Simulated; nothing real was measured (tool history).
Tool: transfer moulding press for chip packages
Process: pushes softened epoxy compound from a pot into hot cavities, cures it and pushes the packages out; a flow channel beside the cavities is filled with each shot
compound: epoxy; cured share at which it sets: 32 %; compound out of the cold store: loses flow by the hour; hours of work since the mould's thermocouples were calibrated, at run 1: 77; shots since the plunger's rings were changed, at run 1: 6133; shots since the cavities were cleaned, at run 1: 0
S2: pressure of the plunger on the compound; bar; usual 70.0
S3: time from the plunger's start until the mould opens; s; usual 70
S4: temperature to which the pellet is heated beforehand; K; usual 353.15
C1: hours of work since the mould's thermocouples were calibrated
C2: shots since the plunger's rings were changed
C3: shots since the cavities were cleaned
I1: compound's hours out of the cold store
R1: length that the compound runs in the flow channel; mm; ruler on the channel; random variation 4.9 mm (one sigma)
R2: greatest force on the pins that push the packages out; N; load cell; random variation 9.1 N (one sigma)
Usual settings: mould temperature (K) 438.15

Run 1, hour 0.0: usual settings; C1 77; C2 6133; C3 0; I1 33.4. Result: R1 563 mm, R2 413 N.
At hour 10.1: plunger's sealing rings changed.
Run 2, hour 17.2: usual settings; C1 86; C2 101; C3 208; I1 19.5. Result: R1 711 mm, R2 535 N.
Run 3, hour 29.1: usual settings; C1 93; C2 268; C3 375; I1 47.3. Result: R1 599 mm, R2 558 N.
Run 4, hour 48.0: usual settings; C1 105; C2 533; C3 640; I1 33.5. Result: R1 647 mm, R2 709 N.
Run 5, hour 62.4: usual settings; C1 114; C2 737; C3 844; I1 46.5. Result: R1 600 mm, R2 729 N.
Run 6, hour 78.2: usual settings; C1 123; C2 959; C3 1066; I1 32.6. Result: R1 657 mm, R2 778 N.
At hour 87.7: cavities cleaned with cleaning compound and waxed.
Run 7, hour 88.1: usual settings but S3 76 s; C1 128; C2 1077; C3 6; I1 12.1. Result: R1 746 mm, R2 1028 N.
Run 8, hour 101.3: usual settings but S3 76 s; C1 136; C2 1262; C3 191; I1 35.4. Result: R1 642 mm, R2 936 N.
Run 9, hour 118.4: usual settings but S3 76 s; C1 147; C2 1504; C3 433; I1 35.7. Result: R1 638 mm, R2 909 N.
At hour 123.8: cavities cleaned with cleaning compound and waxed, once more.
Run 10, hour 133.7: usual settings but S3 76 s; C1 155; C2 1697; C3 139; I1 12.9. Result: R1 730 mm, R2 439 N.
Run 11, hour 142.0: usual settings but S2 60.1 bar, S3 76 s; C1 160; C2 1815; C3 257; I1 18.7. Result: R1 651 mm, R2 510 N.
Run 12, hour 150.6: usual settings but S2 60.1 bar, S3 76 s; C1 166; C2 1936; C3 378; I1 39.4. Result: R1 564 mm, R2 532 N.
Run 13, hour 168.1: usual settings but S2 60.1 bar, S3 76 s; C1 176; C2 2182; C3 624; I1 13.0. Result: R1 667 mm, R2 634 N.
Run 14, hour 181.7: usual settings but S2 60.1 bar, S3 76 s; C1 185; C2 2374; C3 816; I1 38.4. Result: R1 564 mm, R2 662 N.
Run 15, hour 198.6: usual settings but S2 86.1 bar, S3 74 s; C1 195; C2 2612; C3 1054; I1 39.2. Result: R1 666 mm, R2 708 N.
At hour 209.2: cavities cleaned with cleaning compound and waxed.
Run 16, hour 217.2: usual settings but S2 81.6 bar, S3 90 s, S4 357.15 K; C1 205; C2 2852; C3 113; I1 31.6. Result: R1 678 mm, R2 364 N.
Run 17, hour 233.1: usual settings but S2 81.6 bar, S3 90 s, S4 357.15 K; C1 215; C2 3076; C3 337; I1 16.3. Result: R1 755 mm, R2 454 N.
Run 18, hour 246.1: usual settings but S2 60.4 bar, S3 61 s, S4 362.15 K; C1 223; C2 3258; C3 519; I1 29.4. Result: R1 585 mm, R2 897 N.
Run 19, hour 257.2: usual settings but mould temperature (K) 441.15, S2 76.4 bar, S3 88 s, S4 363.15 K; C1 230; C2 3415; C3 676; I1 41.9. Result: R1 597 mm, R2 512 N.
Run 20, hour 275.1: usual settings but mould temperature (K) 441.15, S2 78.3 bar, S3 88 s, S4 363.15 K; C1 241; C2 3668; C3 929; I1 17.4. Result: R1 698 mm, R2 558 N.
At hour 294.6: cavities cleaned with cleaning compound and waxed.
Run 21, hour 295.4: usual settings but mould temperature (K) 441.15, S2 78.3 bar, S3 88 s, S4 363.15 K; C1 252; C2 3932; C3 12; I1 45.4. Result: R1 582 mm, R2 288 N.
Run 22, hour 306.3: usual settings but mould temperature (K) 433.15, S2 52.1 bar, S3 66 s, S4 348.15 K; C1 259; C2 4085; C3 165; I1 35.0. Result: R1 526 mm, R2 866 N.
Run 23, hour 316.7: usual settings but mould temperature (K) 437.15, S2 52.1 bar, S3 74 s, S4 348.15 K; C1 265; C2 4231; C3 311; I1 35.7. Result: R1 511 mm, R2 582 N.
Run 24, hour 326.0: usual settings but mould temperature (K) 437.15, S2 52.1 bar, S3 74 s, S4 348.15 K; C1 271; C2 4363; C3 443; I1 23.9. Result: R1 553 mm, R2 602 N.
Run 25, hour 345.2: usual settings but mould temperature (K) 434.15, S2 65.1 bar, S3 55 s, S4 348.15 K; C1 282; C2 4632; C3 712; I1 30.3. Result: R1 599 mm, R2 1753 N.
Run 26, hour 360.6: usual settings but mould temperature (K) 441.15, S2 65.1 bar, S3 55 s, S4 348.15 K; C1 292; C2 4849; C3 929; I1 8.2. Result: R1 673 mm, R2 1307 N.
At hour 380.0: cavities cleaned with cleaning compound and waxed.
Run 27, hour 380.4: usual settings but mould temperature (K) 432.15, S2 65.1 bar, S3 62 s, S4 348.15 K; C1 303; C2 5106; C3 4; I1 47.3. Result: R1 528 mm, R2 838 N.
Run 28, hour 389.8: usual settings but mould temperature (K) 432.15, S2 65.1 bar, S3 62 s, S4 348.15 K; C1 309; C2 5239; C3 137; I1 11.9. Result: R1 665 mm, R2 1197 N.

The same runs without the tool's hidden state, with the same run-to-run variation:
The hidden state here: true mould temperature over the reading, C; pressure that reaches the compound, % of what is set; grip of the stained cavities, % over clean ones'; drift of the gauge itself on flow_mm, %; drift of the gauge itself on push_out_n, %.
run   R1   R2
  1  654  399
  2  713  402
  3  602  368
  4  653  410
  5  608  387
  6  669  387
  7  761  385
  8  658  356
  9  657  357
 10  754  362
 11  674  375
 12  585  357
 13  697  367
 14  591  360
 15  702  358
 16  718  307
 17  803  315
 18  626  545
 19  640  300
 20  753  295
 21  631  279
 22  574  677
 23  559  400
 24  606  383
 25  661  977
 26  747  669
 27  590  791
 28  746  954
